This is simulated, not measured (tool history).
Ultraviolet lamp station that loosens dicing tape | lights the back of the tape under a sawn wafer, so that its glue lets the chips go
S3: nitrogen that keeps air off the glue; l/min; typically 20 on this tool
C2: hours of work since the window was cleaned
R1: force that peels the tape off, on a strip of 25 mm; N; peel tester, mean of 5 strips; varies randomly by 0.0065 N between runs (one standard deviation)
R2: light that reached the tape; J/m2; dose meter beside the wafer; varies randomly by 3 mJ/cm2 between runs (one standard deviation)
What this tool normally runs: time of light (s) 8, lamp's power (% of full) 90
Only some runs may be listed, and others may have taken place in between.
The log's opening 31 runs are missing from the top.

run 32 hour=244.3 | time_of_light_(s)=7 lamp's_power_(%_of_full)=94 S3=6 | hours_of_work_of_the_lamp=497 C2=145 | R1=0.764 R2=3670
run 33 hour=253.9 | time_of_light_(s)=7 lamp's_power_(%_of_full)=94 S3=6 | hours_of_work_of_the_lamp=504 C2=152 | R1=0.803 R2=3610
run 34 hour=259.4 | time_of_light_(s)=7 lamp's_power_(%_of_full)=94 S3=6 | hours_of_work_of_the_lamp=509 C2=157 | R1=0.758 R2=3590
run 35 hour=265.5 | time_of_light_(s)=5 lamp's_power_(%_of_full)=91 S3=11 | hours_of_work_of_the_lamp=513 C2=161 | R1=0.862 R2=2500
run 36 hour=270.0 | time_of_light_(s)=11 lamp's_power_(%_of_full)=75 S3=11 | hours_of_work_of_the_lamp=517 C2=165 | R1=0.362 R2=4490
run 37 hour=280.4 | time_of_light_(s)=8 lamp's_power_(%_of_full)=63 S3=21 | hours_of_work_of_the_lamp=525 C2=173 | R1=0.513 R2=2730
run 38 hour=286.3 | time_of_light_(s)=8 lamp's_power_(%_of_full)=63 S3=21 | hours_of_work_of_the_lamp=529 C2=177 | R1=0.514 R2=2740
run 39 hour=294.3 | time_of_light_(s)=9 lamp's_power_(%_of_full)=90 S3=40 | hours_of_work_of_the_lamp=536 C2=183 | R1=0.131 R2=4380
run 40 hour=300.2 | time_of_light_(s)=5 lamp's_power_(%_of_full)=69 S3=12 | hours_of_work_of_the_lamp=540 C2=188 | R1=1.172 R2=1900
run 41 hour=307.8 | time_of_light_(s)=5 lamp's_power_(%_of_full)=69 S3=12 | hours_of_work_of_the_lamp=546 C2=194 | R1=1.177 R2=1910
run 42 hour=315.9 | time_of_light_(s)=12 lamp's_power_(%_of_full)=72 S3=8 | hours_of_work_of_the_lamp=552 C2=200 | R1=0.439 R2=4720
run 43 hour=322.3 | time_of_light_(s)=12 lamp's_power_(%_of_full)=72 S3=8 | hours_of_work_of_the_lamp=557 C2=205 | R1=0.439 R2=4630

3 ways to go on from here, each from the tool as it stands after run 43. What would each give?
run A hour=332.5 | time_of_light_(s)=8 lamp's_power_(%_of_full)=90 S3=20 | hours_of_work_of_the_lamp=565 C2=213 | R1=? R2=?
run B hour=332.5 | time_of_light_(s)=8 lamp's_power_(%_of_full)=64 S3=20 | hours_of_work_of_the_lamp=565 C2=213 | R1=? R2=?
run C hour=332.5 | time_of_light_(s)=12 lamp's_power_(%_of_full)=72 S3=26 | hours_of_work_of_the_lamp=565 C2=213 | R1=? R2=?

run=A R1=0.276 R2=3840
run=B R1=0.553 R2=2720
run=C R1=0.156 R2=4640
Without the tool's hidden state the same runs would have given:
run=A R1=0.196 R2=4510
run=B R1=0.420 R2=3200
run=C R1=0.112 R2=5460
